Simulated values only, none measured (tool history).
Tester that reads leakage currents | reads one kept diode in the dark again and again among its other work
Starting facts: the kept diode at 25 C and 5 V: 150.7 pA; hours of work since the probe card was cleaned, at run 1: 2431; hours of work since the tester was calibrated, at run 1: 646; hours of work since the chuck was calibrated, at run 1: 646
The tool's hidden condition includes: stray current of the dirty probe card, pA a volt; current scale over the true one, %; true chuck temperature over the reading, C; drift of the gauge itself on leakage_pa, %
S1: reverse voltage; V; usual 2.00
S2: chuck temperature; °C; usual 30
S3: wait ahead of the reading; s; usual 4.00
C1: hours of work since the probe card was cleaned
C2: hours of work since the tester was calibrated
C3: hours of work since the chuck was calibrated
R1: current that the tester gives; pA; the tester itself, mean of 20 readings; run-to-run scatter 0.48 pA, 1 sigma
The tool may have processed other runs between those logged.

run    hour     S1  S2    S3    C1    C2    C3      R1
  1     0.0   2.00  30  4.00  2431   646   646  168.13
  2   127.3  18.73  30  4.00  2510   724   724  381.42
  3   288.6   2.00  30  4.00  2609   824   824  169.66
  4   366.8   2.00  30  4.00  2658   873   873  169.34
  5   469.9   2.00  30  4.00  2722   936   936  170.16
  6   557.5   2.00  30  4.00  2776   991   991  170.97
  7   659.6   2.00  30  3.51  2839  1054  1054  172.25
  8   771.6   2.00  30  4.00  2909  1123  1123  172.29
      789.1  -- probe card cleaned and baked
  9   897.1   2.00  30  4.00    67  1199  1199  169.93
 10   972.5   2.00  30  6.33   114  1246  1246  169.66
 11  1129.6   2.18  30  4.00   211  1343  1343  174.54
 12  1276.2   2.00  30  4.00   302  1434  1434  170.96
 13  1359.8   1.55  30  4.00   353  1486  1486  157.14
 14  1444.7   2.00  35  4.00   406  1538  1538  243.45
 15  1550.7   2.00  35  4.00   472  1604  1604  245.66
 16  1683.5   2.00  35  4.00   554  1686  1686  246.88
 17  1765.4  19.44  30  4.00   604  1737  1737  384.06
 18  1920.0   2.00  30  4.00   700  1832  1832  174.65
 19  2022.7   2.00  30  4.00   764  1896  1896  175.41
 20  2183.7   2.00  30  4.00   863  1996  1996  175.07
 21  2345.9   1.41  31  0.60   964  2096  2096  168.73

The next listed run, before its measurement:
 22  2489.9  12.20  30  4.00  1053  2185  2185   ?

Run 22 measured R1 335.38 pA.
Were there no unlogged condition in the tool, this run, its random variation unchanged, would have produced R1 295.35 pA.
